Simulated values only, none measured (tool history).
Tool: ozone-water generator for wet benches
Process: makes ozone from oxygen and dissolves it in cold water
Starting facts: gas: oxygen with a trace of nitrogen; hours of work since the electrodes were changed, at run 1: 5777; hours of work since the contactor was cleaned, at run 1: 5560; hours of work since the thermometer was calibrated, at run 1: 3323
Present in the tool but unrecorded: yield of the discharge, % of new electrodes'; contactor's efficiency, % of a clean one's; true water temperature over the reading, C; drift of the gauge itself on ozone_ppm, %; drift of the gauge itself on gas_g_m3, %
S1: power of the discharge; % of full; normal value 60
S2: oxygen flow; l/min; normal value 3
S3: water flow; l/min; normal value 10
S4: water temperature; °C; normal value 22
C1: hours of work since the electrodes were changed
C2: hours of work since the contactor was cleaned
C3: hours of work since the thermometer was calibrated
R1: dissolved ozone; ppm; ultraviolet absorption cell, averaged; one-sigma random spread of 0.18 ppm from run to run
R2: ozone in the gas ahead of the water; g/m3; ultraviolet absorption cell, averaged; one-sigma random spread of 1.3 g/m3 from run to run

run    hour  S1    S2  S3  S4    C1    C2    C3    R1     R2
  1       0  60     3  10  22  5777  5560  3323  21.7  208.8
  2   183.1  60     3  10  22  5941  5724  3487  21.5  207.5
  3   343.5  60     3  10  22  6085  5868  3631  21.7  204.8
  4   519.1  60     3  10  22  6242  6025  3789  21.4  206.6
  5   675.4  60     3  10  24  6383  6165  3929  20.8  206.1
  6   807.7  60     3  10  24  6501  6284  4047  20.6  206.6
  7   921.5  60     3  10  24  6603  6386  4149  20.6  202.8
  8  1029.8  60     3   7  22  6700  6483  4247  26.5  203.5
  9  1173.6  71     3  10  22  6829  6612  4375  22.7  220.2
 10  1340.8  68  3.99  10  24  6979  6762  4525    21  184.2
 11  1452.6  58  2.51  10  22  7080  6862  4626  20.4  216.1
 12  1541.3  58  2.51  10  22  7159  6942  4705  20.6  216.9
 13  1710.6  58  2.51  10  22  7311  7094  4857  20.5  214.3

Run 14 is up next; what results do you expect?
 14  1894  58  2.51  10  22  7475  7258  5022   ?   ?

Run 14 came out at R1 20.2 ppm, R2 214.4 g/m3.
Were there no unlogged condition in the tool, this run, its random variation unchanged, would have produced R1 25.1 ppm, R2 250.4 g/m3.

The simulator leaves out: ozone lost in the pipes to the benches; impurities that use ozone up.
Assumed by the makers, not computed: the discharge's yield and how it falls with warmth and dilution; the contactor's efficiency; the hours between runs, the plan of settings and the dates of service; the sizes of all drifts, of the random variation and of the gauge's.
